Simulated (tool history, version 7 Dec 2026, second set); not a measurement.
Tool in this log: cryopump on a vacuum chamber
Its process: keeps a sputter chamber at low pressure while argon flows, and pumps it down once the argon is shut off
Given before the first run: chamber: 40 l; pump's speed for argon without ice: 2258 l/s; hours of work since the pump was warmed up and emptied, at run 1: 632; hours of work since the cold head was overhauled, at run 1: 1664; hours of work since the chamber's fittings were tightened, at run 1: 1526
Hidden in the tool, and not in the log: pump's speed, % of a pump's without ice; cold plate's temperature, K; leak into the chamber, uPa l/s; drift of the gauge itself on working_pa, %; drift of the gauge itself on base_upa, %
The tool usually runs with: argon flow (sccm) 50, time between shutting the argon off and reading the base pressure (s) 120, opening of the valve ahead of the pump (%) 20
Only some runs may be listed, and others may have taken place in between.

run,hour,argon flow (sccm),time between shutting the argon off and reading the base pressure (s),opening of the valve ahead of the pump (%),hours of work since the pump was warmed up and emptied,hours of work since the cold head was overhauled,hours of work since the chamber's fittings were tightened,pressure while argon flows (Pa),pressure after the wait (uPa)
1,0,50,120,20,632,1664,1526,0.1921,1.42
2,45.6,50,120,20,666,1698,1560,0.1943,1.54
3,94.5,69,120,20,702,1734,1595,0.2659,1.52
4,144,69,120,20,738,1770,1632,0.2674,1.56
5,207.3,50,120,20,784,1816,1678,0.1925,1.55
6,279.9,30,120,20,837,1869,1731,0.1158,1.65
7,365.6,30,68,20,900,1932,1794,0.1166,1.97
8,460.4,43,92,32,970,2002,1863,0.1084,1.86
# hour 505.8: pump warmed up, emptied and cooled again
9,531.5,41,200,56,19,2050,1912,0.0555,1.43
10,620.8,54,31,41,84,2115,1977,0.1009,2.54
11,688.6,60,58,28,134,2165,2027,0.1645,1.98
12,734,60,58,28,167,2198,2060,0.1631,1.99

The next listed run, before its measurement:
13,828.7,22,120,20,237,2268,2130,?,?

pressure while argon flows (Pa): 0.0829
pressure after the wait (uPa): 1.72
If the tool had no hidden condition, the same run with the same run-to-run variation would have returned pressure while argon flows (Pa) 0.0816, pressure after the wait (uPa) 0.46.
